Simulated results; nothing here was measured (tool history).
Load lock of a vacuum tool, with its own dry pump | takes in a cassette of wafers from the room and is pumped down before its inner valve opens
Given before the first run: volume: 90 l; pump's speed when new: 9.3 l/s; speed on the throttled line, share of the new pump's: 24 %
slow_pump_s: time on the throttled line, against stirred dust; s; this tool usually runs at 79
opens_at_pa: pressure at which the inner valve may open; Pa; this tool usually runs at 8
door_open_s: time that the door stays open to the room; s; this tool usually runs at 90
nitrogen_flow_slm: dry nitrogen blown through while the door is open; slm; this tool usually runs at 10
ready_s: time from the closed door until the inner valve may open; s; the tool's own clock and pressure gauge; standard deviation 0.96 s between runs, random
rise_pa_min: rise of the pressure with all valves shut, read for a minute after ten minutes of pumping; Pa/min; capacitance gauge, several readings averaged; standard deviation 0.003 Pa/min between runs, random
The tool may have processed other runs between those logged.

| run | hour | slow_pump_s | opens_at_pa | door_open_s | nitrogen_flow_slm | incoming humidity of the room's air, % | ready_s | rise_pa_min |
|---|---|---|---|---|---|---|---|---|
| 1 | 0.0 | 79 | 8 | 90 | 10 | 47.6 | 161.8 | 0.083 |
| 2 | 484.0 | 79 | 8 | 90 | 10 | 46.4 | 161.9 | 0.084 |
| 3 | 1025.4 | 79 | 15 | 90 | 10 | 42.0 | 156.3 | 0.077 |
| 4 | 1351.3 | 79 | 15 | 90 | 10 | 44.6 | 157.0 | 0.079 |
| 5 | 1793.0 | 79 | 15 | 90 | 10 | 41.6 | 156.8 | 0.084 |
| 6 | 2384.8 | 79 | 8 | 90 | 10 | 42.8 | 166.1 | 0.088 |
| 7 | 2642.0 | 88 | 8 | 90 | 10 | 43.2 | 170.3 | 0.088 |
| 8 | 3205.7 | 88 | 8 | 90 | 11 | 48.7 | 172.5 | 0.099 |
| 9 | 3641.0 | 79 | 8 | 90 | 16 | 43.2 | 167.8 | 0.094 |
| 10 | 4134.5 | 79 | 8 | 90 | 16 | 45.2 | 167.6 | 0.097 |
| 11 | 4433.8 | 79 | 8 | 90 | 10 | 48.5 | 171.5 | 0.113 |
| 12 | 4946.6 | 79 | 8 | 75 | 10 | 43.0 | 170.0 | 0.107 |
| 13 | 5397.5 | 79 | 8 | 75 | 10 | 39.9 | 169.5 | 0.105 |
| 14 | 5979.6 | 79 | 8 | 75 | 10 | 47.4 | 171.7 | 0.128 |
| 15 | 6333.3 | 79 | 8 | 90 | 10 | 47.9 | 172.7 | 0.131 |
| 16 | 6949.5 | 79 | 8 | 90 | 10 | 43.2 | 173.2 | 0.130 |
| 17 | 7331.5 | 79 | 8 | 90 | 36 | 42.1 | 173.9 | 0.115 |
|  | 7741.6 | dry pump taken out, an overhauled one fitted |
| 18 | 7933.8 | 79 | 8 | 90 | 36 | 44.4 | 153.7 | 0.116 |
| 19 | 8199.8 | 79 | 8 | 35 | 10 | 43.4 | 154.9 | 0.123 |
| 20 | 8473.7 | 79 | 12 | 90 | 12 | 48.4 | 152.0 | 0.150 |
| 21 | 8819.5 | 43 | 16 | 99 | 5 | 47.5 | 120.3 | 0.158 |
| 22 | 9269.5 | 48 | 8 | 90 | 23 | 43.3 | 133.1 | 0.154 |
| 23 | 9871.5 | 48 | 8 | 90 | 23 | 46.2 | 133.5 | 0.149 |
| 24 | 10256.0 | 48 | 8 | 90 | 23 | 43.2 | 133.8 | 0.155 |
| 25 | 10616.1 | 79 | 15 | 52 | 10 | 42.1 | 150.4 | 0.158 |
| 26 | 11068.9 | 84 | 15 | 30 | 10 | 40.9 | 155.6 | 0.150 |
| 27 | 11666.5 | 105 | 12 | 30 | 22 | 43.5 | 173.5 | 0.151 |
| 28 | 11986.3 | 105 | 12 | 30 | 22 | 44.3 | 171.8 | 0.153 |
| 29 | 12418.3 | 105 | 12 | 193 | 4 | 45.3 | 176.0 | 0.226 |
| 30 | 12858.1 | 79 | 14 | 35 | 10 | 43.8 | 156.0 | 0.172 |
| 31 | 13106.7 | 79 | 14 | 35 | 10 | 42.3 | 154.9 | 0.172 |
| 32 | 13531.6 | 117 | 8 | 90 | 10 | 44.1 | 189.8 | 0.203 |
| 33 | 13957.6 | 54 | 8 | 52 | 38 | 45.8 | 143.1 | 0.183 |
| 34 | 14227.8 | 79 | 12 | 219 | 10 | 46.9 | 156.7 | 0.242 |
| 35 | 14720.5 | 73 | 8 | 48 | 10 | 45.4 | 160.1 | 0.207 |
| 36 | 15267.2 | 79 | 7 | 190 | 10 | 45.1 | 166.6 | 0.252 |
| 37 | 15832.2 | 82 | 15 | 120 | 35 | 46.4 | 159.1 | 0.230 |
|  | 16072.4 | door's seal changed, seat wiped |
| 38 | 16196.9 | 101 | 9 | 47 | 12 | 43.5 | 178.7 | 0.033 |

Consider 3 possible next runs. They are alternatives, not a sequence: every one starts from the tool as it was left by run 38. What does each give?
| A | 16511.6 | 101 | 9 | 73 | 11 | 45.6 | ? | ? |
| B | 16511.6 | 97 | 8 | 98 | 38 | 43.8 | ? | ? |
| C | 16511.6 | 45 | 8 | 90 | 5 | 42.6 | ? | ? |

| run | ready_s | rise_pa_min |
|---|---|---|
| A | 180.2 | 0.039 |
| B | 180.2 | 0.030 |
| C | 142.3 | 0.050 |
With the hidden condition removed and each run's random variation left untouched, the same runs would have given:
| run | ready_s | rise_pa_min |
|---|---|---|
| A | 167.6 | 0.037 |
| B | 167.1 | 0.028 |
| C | 127.0 | 0.049 |
